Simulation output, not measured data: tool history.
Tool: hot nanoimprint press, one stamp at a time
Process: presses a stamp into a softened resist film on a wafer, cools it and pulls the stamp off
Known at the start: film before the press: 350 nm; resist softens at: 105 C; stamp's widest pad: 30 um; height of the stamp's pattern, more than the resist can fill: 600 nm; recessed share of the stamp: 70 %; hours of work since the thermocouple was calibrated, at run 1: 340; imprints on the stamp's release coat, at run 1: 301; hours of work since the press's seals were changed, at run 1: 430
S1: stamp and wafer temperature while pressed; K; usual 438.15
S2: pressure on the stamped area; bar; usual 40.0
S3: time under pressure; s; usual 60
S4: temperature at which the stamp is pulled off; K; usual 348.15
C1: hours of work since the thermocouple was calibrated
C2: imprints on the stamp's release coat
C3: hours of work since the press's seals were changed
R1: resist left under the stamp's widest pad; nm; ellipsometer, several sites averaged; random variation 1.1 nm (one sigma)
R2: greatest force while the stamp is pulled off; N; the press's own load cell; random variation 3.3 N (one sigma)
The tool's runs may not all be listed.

Run 1, hour 0.0: usual settings; C1 340; C2 301; C3 430. Result: R1 185.8 nm, R2 172 N.
At hour 38.3: plate thermocouple calibrated.
Run 2, hour 60.5: usual settings but S3 63 s; C1 12; C2 415; C3 462. Result: R1 190.9 nm, R2 176 N.
Run 3, hour 106.3: usual settings but S3 63 s; C1 38; C2 505; C3 487. Result: R1 189.2 nm, R2 177 N.
Run 4, hour 195.3: usual settings but S3 63 s; C1 87; C2 682; C3 537. Result: R1 189.6 nm, R2 185 N.
Run 5, hour 235.7: usual settings; C1 110; C2 762; C3 559. Result: R1 189.2 nm, R2 182 N.
Run 6, hour 321.3: usual settings; C1 157; C2 932; C3 607. Result: R1 190.4 nm, R2 185 N.
Run 7, hour 382.9: usual settings but S1 431.15 K, S2 30.6 bar, S3 66 s, S4 338.15 K; C1 192; C2 1054; C3 641. Result: R1 246.4 nm, R2 205 N.
Run 8, hour 437.1: usual settings but S1 431.15 K, S2 49.9 bar, S3 66 s, S4 350.15 K; C1 222; C2 1162; C3 671. Result: R1 213.6 nm, R2 187 N.
At hour 504.0: press's hydraulic seals changed and the load cell set to zero.
Run 9, hour 525.9: usual settings but S1 434.15 K, S2 63.3 bar, S4 337.15 K; C1 267; C2 1322; C3 12. Result: R1 174.6 nm, R2 219 N.
Run 10, hour 587.5: usual settings but S1 434.15 K, S2 63.3 bar, S4 337.15 K; C1 301; C2 1444; C3 46. Result: R1 173.9 nm, R2 215 N.
Run 11, hour 656.0: usual settings but S1 434.15 K, S2 63.3 bar, S4 337.15 K; C1 339; C2 1580; C3 85. Result: R1 174.5 nm, R2 222 N.
At hour 694.9: plate thermocouple calibrated.
Run 12, hour 703.5: usual settings but S3 65 s, S4 340.15 K; C1 5; C2 1669; C3 109. Result: R1 186.7 nm, R2 223 N.

4 ways to go on from here, each from the tool as it stands after run 12. What would each give?
Run A, hour 741.9: usual settings but S2 47.4 bar, S3 65 s, S4 344.15 K; C1 26; C2 1745; C3 131. Result: R1 ?, R2 ?.
Run B, hour 741.9: usual settings but S1 441.15 K, S3 65 s, S4 340.15 K; C1 26; C2 1745; C3 131. Result: R1 ?, R2 ?.
Run C, hour 741.9: usual settings but S1 449.15 K, S4 339.15 K; C1 26; C2 1745; C3 131. Result: R1 ?, R2 ?.
Run D, hour 741.9: usual settings but S3 65 s, S4 342.15 K; C1 26; C2 1745; C3 131. Result: R1 ?, R2 ?.

run     R1   R2
  A  173.8  209
  B  166.4  214
  C  133.3  221
  D  186.4  220
Without the tool's hidden state the same runs would have given:
run     R1   R2
  A  174.9  180
  B  167.5  184
  C  134.0  190
  D  187.6  189

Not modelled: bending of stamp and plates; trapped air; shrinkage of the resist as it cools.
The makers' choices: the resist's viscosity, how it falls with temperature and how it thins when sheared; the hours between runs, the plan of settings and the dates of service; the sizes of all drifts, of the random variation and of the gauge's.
